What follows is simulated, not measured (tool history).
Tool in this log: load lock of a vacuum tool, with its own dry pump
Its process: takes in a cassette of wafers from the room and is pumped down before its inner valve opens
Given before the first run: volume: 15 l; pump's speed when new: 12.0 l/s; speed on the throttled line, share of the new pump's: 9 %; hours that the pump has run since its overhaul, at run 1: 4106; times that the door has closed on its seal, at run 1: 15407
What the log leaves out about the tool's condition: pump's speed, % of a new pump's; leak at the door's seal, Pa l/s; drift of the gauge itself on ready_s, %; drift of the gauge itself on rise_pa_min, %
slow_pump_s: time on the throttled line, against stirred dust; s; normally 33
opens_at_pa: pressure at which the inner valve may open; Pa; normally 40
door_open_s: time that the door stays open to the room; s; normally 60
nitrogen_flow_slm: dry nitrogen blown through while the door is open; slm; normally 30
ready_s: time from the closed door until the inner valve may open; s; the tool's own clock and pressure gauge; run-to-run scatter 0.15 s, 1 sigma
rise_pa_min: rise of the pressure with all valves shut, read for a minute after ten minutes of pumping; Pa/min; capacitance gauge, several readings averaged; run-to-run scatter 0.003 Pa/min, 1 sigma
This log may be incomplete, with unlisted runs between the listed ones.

run      day  slow_pump_s  opens_at_pa  door_open_s  nitrogen_flow_slm  hours that the pump has run since its overhaul  times that the door has closed on its seal  incoming humidity of the room's air, %  ready_s  rise_pa_min
  1        0           33           40           60                 30                                            4106                                       15407                                    44.4     40.8        0.116
  2    7.421           33           40           60                 30                                            4284                                       15749                                    44.7     40.8        0.129
  3   15.075           33           40           60                 30                                            4468                                       16101                                    49.7     40.7         0.13
  4   22.488           33           62           60                 30                                            4646                                       16442                                    42.9     40.4        0.128
  5   30.079           33           62           60                 30                                            4828                                       16791                                    42.5     40.2        0.124
  6   35.312           33           62           60                 30                                            4954                                       17032                                    43.1     40.4        0.132
  7     43.6           33           62           60                 30                                            5153                                       17413                                      45     39.9         0.13
  8   47.208           19           62           60                 30                                            5239                                       17579                                    41.9     27.4        0.134
  9   54.242           19           62           60                 30                                            5408                                       17903                                    44.5     27.7        0.133
 10   61.754           19           36           60                 30                                            5588                                       18248                                    46.2     28.1        0.143
 11   66.946           19           36           60                 30                                            5713                                       18487                                    45.4     28.5         0.14
 12   72.783           19           36           60                 30                                            5853                                       18756                                    47.8     28.4        0.151
 13   76.883           19           36           60                 30                                            5951                                       18944                                    40.1     28.3        0.144
 14   81.417           19           36           60                 30                                            6060                                       19153                                    48.5     28.4        0.159
 15   87.738           33           40           41                 30                                            6212                                       19444                                    46.1     40.8        0.144
 16     92.1           33           40           41                 30                                            6317                                       19644                                    48.7     41.1         0.15
 17   96.612           33           40           41                 30                                            6425                                       19852                                    46.6     41.1        0.147
 18  103.633           33           40           41                 30                                            6593                                       20175                                    45.1     40.9        0.153
 19  107.562           33           40           41                 30                                            6688                                       20356                                    45.2       41        0.153
 20  111.946           39           40           81                 30                                            6793                                       20557                                    42.7     46.2        0.164
 21  117.538           25           40          207                 30                                            6927                                       20815                                    45.5     33.9        0.177
 22  122.608           65           41          167                 33                                            7049                                       21048                                    46.2     69.5        0.181
 23  130.862           37           40           60                  6                                            7247                                       21428                                    43.7     44.9        0.197
 24  139.021           32           50           53                  5                                            7443                                       21803                                      44     39.9        0.188
 25  146.804           32           50           53                  5                                            7629                                       22161                                    42.7     40.1        0.199
 26  152.912           32           50           53                  5                                            7776                                       22442                                    42.7     40.1        0.206
 27  156.838           32           50           76                 35                                            7870                                       22623                                    43.7     40.1        0.176
 28   165.75           19           33           30                 30                                            8084                                       23033                                    41.9     29.3        0.174
 29  169.842           19           33           30                 30                                            8182                                       23221                                      45       29        0.177
 30  178.004           19           33           30                 30                                            8378                                       23596                                    44.2     29.1        0.183
 31  181.904           39           37           60                 30                                            8472                                       23776                                    46.5     46.7        0.187
 32  189.796           21           61           46                  7                                            8661                                       24139                                    43.8     29.9        0.207
 33  198.375           40           50          202                  8                                            8867                                       24533                                      43     47.4        0.246

Run 34, settings as shown, results not yet in. Your forecast:
 34  202.733           33           57           61                 10                                            8972                                       24734                                    43.7        ?            ?

Run 34 measured ready_s 41.4 s, rise_pa_min 0.215 Pa/min.
On a tool with no hidden condition, and with the same random variation, this run would have come out at ready_s 40 s, rise_pa_min 0.065 Pa/min.

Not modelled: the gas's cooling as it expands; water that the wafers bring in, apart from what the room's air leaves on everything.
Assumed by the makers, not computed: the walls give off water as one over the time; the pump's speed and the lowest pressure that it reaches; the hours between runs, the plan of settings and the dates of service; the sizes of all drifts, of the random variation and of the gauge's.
